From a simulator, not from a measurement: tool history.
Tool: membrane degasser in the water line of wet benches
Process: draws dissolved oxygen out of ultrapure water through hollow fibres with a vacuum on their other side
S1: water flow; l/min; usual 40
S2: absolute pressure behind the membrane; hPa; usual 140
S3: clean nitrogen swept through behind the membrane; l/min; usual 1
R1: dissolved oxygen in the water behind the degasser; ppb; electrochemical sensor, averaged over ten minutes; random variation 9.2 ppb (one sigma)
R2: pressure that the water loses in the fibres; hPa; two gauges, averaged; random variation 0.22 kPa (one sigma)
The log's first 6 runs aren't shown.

run,hour,S1,S2,S3,R1,R2
7,1274.4,25,140,1,626.6,356.8
8,1457.7,40,303,1,1992.5,581.7
9,1650.4,40,303,1,2008,578.4
10,1856.7,40,303,1,2009.1,581.8
# hour 2018.9: vacuum gauge calibrated, once more
11,2093,40,303,1,2019,578.2
12,2425,40,303,2.41,1189.8,582.9
13,2622.3,40,179,2.41,815.4,581
14,2793.9,40,179,2.41,823.6,585.2
15,3158.7,40,179,2.41,825.4,586
16,3466.6,40,179,2.41,822.2,582.9
17,3642.5,26,211,1.75,655.4,382
18,3808.1,26,211,1.75,657.4,378.1
# hour 3862.9: seals of the vacuum lines changed
19,4061.9,24,147,0.61,897.7,356.7
20,4421.7,24,147,0.61,888.9,357.9
21,4733.3,24,284,0.61,1711.4,355.6
22,4939.2,48,100,0.47,1425.9,714.8
23,5213.9,58,140,1.94,1369.9,856.8
24,5565.7,59,161,1.94,1491.8,874.9
25,5870.8,25,126,0.49,914.5,374.7
26,6130.1,25,126,0.49,919.3,371.7
27,6394.3,25,126,0.49,912.4,374.5
28,6568.3,39,327,2.11,1362.1,583.5
29,6930.8,39,327,2.11,1348.9,588.2
30,7187.3,37,163,2.76,661,553.8
31,7511,27,211,2.76,503.9,411

Forecast each of these 4 alternatives for the next run:
A,7773.6,25,325,0.44,?,?
B,7773.6,36,211,1.38,?,?
C,7773.6,51,140,1,?,?
D,7773.6,50,307,1.1,?,?

run,R1,R2
A,2441.3,380.5
B,1167.2,542.2
C,1521.8,774.6
D,2357.5,762.1
Without the tool's hidden state the same runs would have given:
run,R1,R2
A,2410.2,347.2
B,1089,494.2
C,1388.2,706.3
D,2256.7,694.7
